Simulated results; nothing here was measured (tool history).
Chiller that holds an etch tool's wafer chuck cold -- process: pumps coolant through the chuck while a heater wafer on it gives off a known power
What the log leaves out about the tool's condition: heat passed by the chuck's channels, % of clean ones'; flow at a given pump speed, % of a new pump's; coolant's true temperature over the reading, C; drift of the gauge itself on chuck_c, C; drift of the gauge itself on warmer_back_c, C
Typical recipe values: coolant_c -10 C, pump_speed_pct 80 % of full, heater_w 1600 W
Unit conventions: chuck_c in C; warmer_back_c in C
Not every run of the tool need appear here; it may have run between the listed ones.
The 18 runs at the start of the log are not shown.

run     day  coolant_c  pump_speed_pct  heater_w  hours since the coolant was changed and the channels were flushed  hours since the pump was overhauled  hours since the chiller's thermometer was calibrated  chuck_c  warmer_back_c
 19  57.208         -6              78      1953                                                               2106                                 1380                                                  3402     20.9           9.48
 20  61.421         -6              89      1211                                                               2207                                 1482                                                  3503      9.2           5.27
 21  65.721         -6              89      1211                                                               2310                                 1585                                                  3606      9.2           5.19
 22  69.917         -6              89      1211                                                               2411                                 1686                                                  3707      9.3           5.22
 23  73.446        -20              61      1211                                                               2495                                 1770                                                  3791      0.4            7.8
 24   75.25        -20              61      1211                                                               2539                                 1814                                                  3835      0.5           7.85
 25  77.683         -8              75      1600                                                               2597                                 1872                                                  3893     14.9           8.29
 26  79.717        -11              75      1600                                                               2646                                 1921                                                  3942       12           8.31
 27  81.912         -1              63      1600                                                               2698                                 1973                                                  3995     25.2           9.97
 28  83.746         -1              63      1600                                                               2742                                 2017                                                  4039     25.4           9.92
 29  86.496        -11              68      1011                                                               2809                                 2083                                                  4105      4.7           5.93
 30  89.633        -11              68      1434                                                               2884                                 2159                                                  4180     11.2           8.25
 31  93.046         -5              63      1777                                                               2966                                 2241                                                  4262     24.2          11.01
 32  97.021         -3              80      1600                                                               3061                                 2336                                                  4357     18.8           7.75

Consider 4 possible next runs. They are alternatives, not a sequence: every one starts from the tool as it was left by run 32. What does each give?
  A  101.279        -15              68      2011                                                               3163                                 2438                                                  4459        ?              ?
  B  101.279         -3              80      1259                                                               3163                                 2438                                                  4459        ?              ?
  C  101.279        -10              99       932                                                               3163                                 2438                                                  4459        ?              ?
  D  101.279        -18              64      1600                                                               3163                                 2438                                                  4459        ?              ?

run  chuck_c  warmer_back_c
  A       16          11.52
  B     14.1           6.21
  C      0.8           3.74
  D        8           9.81
The same runs, with their run-to-run variation unchanged, on a tool lacking any hidden condition would have given:
run  chuck_c  warmer_back_c
  A       16          11.16
  B     14.1           5.86
  C      0.8           3.38
  D      7.9           9.46
